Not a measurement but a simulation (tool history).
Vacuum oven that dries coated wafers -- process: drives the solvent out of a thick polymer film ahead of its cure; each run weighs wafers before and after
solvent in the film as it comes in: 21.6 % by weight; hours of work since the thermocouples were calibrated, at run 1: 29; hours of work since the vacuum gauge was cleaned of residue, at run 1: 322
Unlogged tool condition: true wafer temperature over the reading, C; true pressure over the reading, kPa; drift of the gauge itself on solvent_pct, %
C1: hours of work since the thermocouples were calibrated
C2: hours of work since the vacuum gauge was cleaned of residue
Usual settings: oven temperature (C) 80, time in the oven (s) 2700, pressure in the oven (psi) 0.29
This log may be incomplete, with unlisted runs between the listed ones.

Run 1, hour 0: usual settings; C1 29; C2 322. Result: solvent left in the film (%) 3.36.
Run 2, hour 18: usual settings; C1 38; C2 331. Result: solvent left in the film (%) 3.49.
Run 3, hour 29.2: usual settings; C1 43; C2 336. Result: solvent left in the film (%) 3.34.
Run 4, hour 45.9: usual settings; C1 51; C2 344. Result: solvent left in the film (%) 3.32.
At hour 48.2: vacuum gauge cleaned of residue and calibrated.
Run 5, hour 63.6: usual settings but oven temperature (C) 79; C1 59; C2 7. Result: solvent left in the film (%) 3.73.
Run 6, hour 80.4: usual settings but oven temperature (C) 79; C1 67; C2 15. Result: solvent left in the film (%) 3.65.
Run 7, hour 90.8: usual settings but oven temperature (C) 94, time in the oven (s) 3840, pressure in the oven (psi) 0.621; C1 72; C2 20. Result: solvent left in the film (%) 3.64.
Run 8, hour 102.8: usual settings but oven temperature (C) 74, time in the oven (s) 3060, pressure in the oven (psi) 0.216; C1 77; C2 26. Result: solvent left in the film (%) 3.66.
Run 9, hour 119: usual settings but oven temperature (C) 87, pressure in the oven (psi) 0.161; C1 85; C2 33. Result: solvent left in the film (%) 1.58.
At hour 128.6: vacuum gauge cleaned of residue and calibrated, once more.
Run 10, hour 129.3: usual settings but oven temperature (C) 87, pressure in the oven (psi) 0.161; C1 89; C2 0. Result: solvent left in the film (%) 1.33.

Hidden state at the last listed run before each entry between runs and at the first one after, where it differs:
Logged between run 4 and run 5: vacuum gauge cleaned of residue and calibrated (hour 48.2)
  true wafer temperature over the reading, C: -0.03 -> -0.02; true pressure over the reading, kPa: 0.091 -> 0.144
  the result without the hidden state subtracted from the measured one, solvent left in the film (%): +0.12 -> +0.2
Logged between run 9 and run 10: vacuum gauge cleaned of residue and calibrated, once more (hour 128.6)
  true wafer temperature over the reading, C: 0 -> 0.01; true pressure over the reading, kPa: 0.151 -> 0.005
  the result without the hidden state subtracted from the measured one, solvent left in the film (%): +0.16 -> +0
